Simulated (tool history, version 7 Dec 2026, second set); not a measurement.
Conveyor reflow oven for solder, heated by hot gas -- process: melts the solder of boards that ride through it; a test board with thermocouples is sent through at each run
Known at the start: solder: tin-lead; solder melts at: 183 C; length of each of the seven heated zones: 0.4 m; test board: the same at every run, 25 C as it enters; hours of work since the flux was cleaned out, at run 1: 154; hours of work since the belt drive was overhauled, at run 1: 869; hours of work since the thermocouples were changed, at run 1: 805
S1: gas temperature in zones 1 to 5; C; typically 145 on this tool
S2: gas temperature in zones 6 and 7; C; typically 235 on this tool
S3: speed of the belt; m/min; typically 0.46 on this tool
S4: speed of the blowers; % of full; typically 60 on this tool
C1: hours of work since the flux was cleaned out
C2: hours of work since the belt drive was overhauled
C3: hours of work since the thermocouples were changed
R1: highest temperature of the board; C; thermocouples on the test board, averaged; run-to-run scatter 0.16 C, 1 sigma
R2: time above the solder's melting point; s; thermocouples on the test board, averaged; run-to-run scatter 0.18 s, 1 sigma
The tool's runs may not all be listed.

| run | hour | S1 | S2 | S3 | S4 | C1 | C2 | C3 | R1 | R2 |
|---|---|---|---|---|---|---|---|---|---|---|
| 1 | 0 | 145 | 235 | 0.46 | 60 | 154 | 869 | 805 | 217.6 | 82.7 |
| 2 | 19.3 | 145 | 235 | 0.46 | 60 | 166 | 881 | 817 | 217.4 | 82.5 |
| 3 | 53.2 | 145 | 235 | 0.46 | 60 | 187 | 901 | 837 | 217 | 82.6 |
| 4 | 72.9 | 145 | 235 | 0.46 | 60 | 199 | 914 | 849 | 216.9 | 82.1 |
|  | 110.6 | flux residue cleaned out of gas plates and filters |
| 5 | 110.6 | 145 | 238 | 0.46 | 60 | 0 | 934 | 870 | 221.1 | 86.7 |
| 6 | 144.6 | 145 | 236 | 0.46 | 60 | 21 | 954 | 890 | 219 | 84.8 |
| 7 | 177.8 | 145 | 236 | 0.46 | 60 | 41 | 975 | 911 | 218.7 | 84.6 |
| 8 | 196.5 | 145 | 235 | 0.52 | 60 | 53 | 986 | 922 | 213.8 | 69.3 |
| 9 | 234 | 145 | 235 | 0.52 | 60 | 76 | 1009 | 945 | 213.8 | 68.8 |
| 10 | 270.4 | 145 | 243 | 0.46 | 60 | 98 | 1032 | 968 | 224.4 | 89.9 |
| 11 | 299.4 | 145 | 243 | 0.46 | 60 | 116 | 1049 | 985 | 224.2 | 89.7 |
| 12 | 327.1 | 145 | 243 | 0.46 | 60 | 133 | 1066 | 1002 | 224.1 | 89.6 |
|  | 332.8 | belt drive overhauled, speed set with a stopwatch |
| 13 | 364.4 | 145 | 235 | 0.46 | 60 | 153 | 19 | 1023 | 216.4 | 80.7 |
| 14 | 383.5 | 145 | 235 | 0.46 | 60 | 165 | 31 | 1035 | 216.6 | 80.5 |
| 15 | 417.8 | 145 | 235 | 0.46 | 60 | 186 | 52 | 1056 | 216.2 | 80 |
| 16 | 437.5 | 145 | 235 | 0.46 | 60 | 198 | 64 | 1068 | 216.1 | 80.1 |
| 17 | 459 | 153 | 235 | 0.539 | 85 | 211 | 77 | 1081 | 217.7 | 73.7 |
|  | 478.4 | flux residue cleaned out of gas plates and filters |
| 18 | 483.8 | 153 | 235 | 0.432 | 52 | 3 | 90 | 1093 | 218.6 | 93.9 |
| 19 | 513.3 | 153 | 235 | 0.432 | 52 | 21 | 108 | 1111 | 218.6 | 93.7 |
|  | 537.1 | thermocouples of zones 6 and 7 changed |
| 20 | 544.5 | 157 | 235 | 0.432 | 50 | 39 | 126 | 5 | 220.3 | 98.1 |
| 21 | 574.1 | 132 | 235 | 0.527 | 64 | 58 | 144 | 23 | 212.7 | 60 |
| 22 | 590.4 | 133 | 223 | 0.527 | 64 | 68 | 154 | 33 | 202.5 | 48 |
| 23 | 622.9 | 133 | 223 | 0.527 | 64 | 87 | 174 | 53 | 202.6 | 47.8 |
| 24 | 656.1 | 130 | 235 | 0.46 | 60 | 108 | 194 | 73 | 215.5 | 72.5 |
| 25 | 673.4 | 143 | 228 | 0.494 | 89 | 118 | 205 | 84 | 215.3 | 74.4 |
| 26 | 703.6 | 143 | 243 | 0.494 | 54 | 137 | 223 | 102 | 220.5 | 77.2 |
| 27 | 738.7 | 143 | 243 | 0.371 | 60 | 159 | 245 | 124 | 231 | 115.7 |
| 28 | 764.5 | 143 | 243 | 0.371 | 60 | 174 | 261 | 140 | 230.8 | 115.9 |
| 29 | 793.7 | 154 | 235 | 0.428 | 53 | 192 | 279 | 158 | 220 | 96.8 |

Branching from run 29: 4 alternative next runs. What would each branch give?
| A | 830.2 | 142 | 242 | 0.493 | 60 | 215 | 301 | 180 | ? | ? |
| B | 830.2 | 145 | 242 | 0.405 | 60 | 215 | 301 | 180 | ? | ? |
| C | 830.2 | 145 | 249 | 0.46 | 60 | 215 | 301 | 180 | ? | ? |
| D | 830.2 | 145 | 225 | 0.46 | 60 | 215 | 301 | 180 | ? | ? |

| run | R1 | R2 |
|---|---|---|
| A | 220.5 | 77.5 |
| B | 227.4 | 104.4 |
| C | 229.7 | 92.7 |
| D | 209.1 | 71.6 |
Stripped of hidden state, with their random variation kept, the same runs would have yielded:
| run | R1 | R2 |
|---|---|---|
| A | 222.3 | 78.9 |
| B | 228.9 | 105.2 |
| C | 231.5 | 93.6 |
| D | 210.6 | 73.6 |
